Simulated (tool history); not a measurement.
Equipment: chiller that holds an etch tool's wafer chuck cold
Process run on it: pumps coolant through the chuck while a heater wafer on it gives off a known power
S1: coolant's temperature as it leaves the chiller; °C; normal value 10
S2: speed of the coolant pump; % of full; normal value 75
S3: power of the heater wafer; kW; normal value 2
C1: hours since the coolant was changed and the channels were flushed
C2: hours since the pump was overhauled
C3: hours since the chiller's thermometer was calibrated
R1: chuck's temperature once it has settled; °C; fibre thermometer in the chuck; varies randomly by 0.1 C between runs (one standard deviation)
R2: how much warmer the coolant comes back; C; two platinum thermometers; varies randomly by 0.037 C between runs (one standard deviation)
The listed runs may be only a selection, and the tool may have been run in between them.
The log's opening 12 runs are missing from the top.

run 13 day=30.275 | S1=1 S2=65 S3=2 | C1=2120 C2=3694 C3=1473 | R1=28.6 R2=8.69
run 14 day=32.175 | S1=1 S2=65 S3=1.188 | C1=2166 C2=3740 C3=1519 | R1=17.5 R2=5.25
run 15 day=34.125 | S1=1 S2=67 S3=1.188 | C1=2212 C2=3787 C3=1566 | R1=17.5 R2=4.97
run 16 day=36.938 | S1=1 S2=67 S3=1.188 | C1=2280 C2=3854 C3=1633 | R1=17.2 R2=5.08
run 17 day=39.729 | S1=1 S2=67 S3=1.188 | C1=2347 C2=3921 C3=1700 | R1=17.5 R2=5.02
run 18 day=41.658 | S1=1 S2=67 S3=1.188 | C1=2393 C2=3967 C3=1746 | R1=17.4 R2=5.04
run 19 day=43.35 | S1=1 S2=79 S3=2.86 | C1=2434 C2=4008 C3=1787 | R1=37 R2=10.29
run 20 day=46.392 | S1=16 S2=79 S3=1.794 | C1=2507 C2=4081 C3=1860 | R1=38.8 R2=6.48
run 21 day=49.158 | S1=6 S2=75 S3=1.704 | C1=2573 C2=4147 C3=1926 | R1=28.2 R2=6.43
run 22 day=50.758 | S1=6 S2=75 S3=1.704 | C1=2612 C2=4186 C3=1965 | R1=28.4 R2=6.48
run 23 day=53.483 | S1=16 S2=90 S3=2.792 | C1=2677 C2=4251 C3=2030 | R1=49.3 R2=8.84
run 24 day=55.071 | S1=5 S2=64 S3=1.854 | C1=2715 C2=4289 C3=2068 | R1=31.3 R2=8.25
run 25 day=58.454 | S1=2 S2=87 S3=2 | C1=2796 C2=4371 C3=2149 | R1=26.5 R2=6.54
run 26 day=61.371 | S1=4 S2=77 S3=2.211 | C1=2866 C2=4441 C3=2219 | R1=32.7 R2=8.17
run 27 day=63.367 | S1=20 S2=75 S3=2.084 | C1=2914 C2=4489 C3=2267 | R1=47.5 R2=8
run 28 day=66.354 | S1=20 S2=75 S3=2.084 | C1=2986 C2=4560 C3=2339 | R1=47.6 R2=7.92
run 29 day=69.062 | S1=16 S2=92 S3=1.802 | C1=3051 C2=4625 C3=2404 | R1=37.5 R2=5.56
run 30 day=72.208 | S1=16 S2=92 S3=1.802 | C1=3126 C2=4701 C3=2480 | R1=37.5 R2=5.61
run 31 day=74.8 | S1=16 S2=92 S3=1.802 | C1=3189 C2=4763 C3=2542 | R1=37.6 R2=5.63

Predict each of these 3 candidate next runs independently; none follows another, all start after run 31:
run A day=77.888 | S1=14 S2=75 S3=2 | C1=3263 C2=4837 C3=2616 | R1=? R2=?
run B day=77.888 | S1=8 S2=75 S3=1.155 | C1=3263 C2=4837 C3=2616 | R1=? R2=?
run C day=77.888 | S1=3 S2=79 S3=1.956 | C1=3263 C2=4837 C3=2616 | R1=? R2=?

run=A R1=40.8 R2=7.64
run=B R1=23.7 R2=4.36
run=C R1=28.5 R2=7.07
Without the tool's hidden state the same runs would have given:
run=A R1=37.5 R2=7.26
run=B R1=21.6 R2=4.14
run=C R1=25.3 R2=6.71
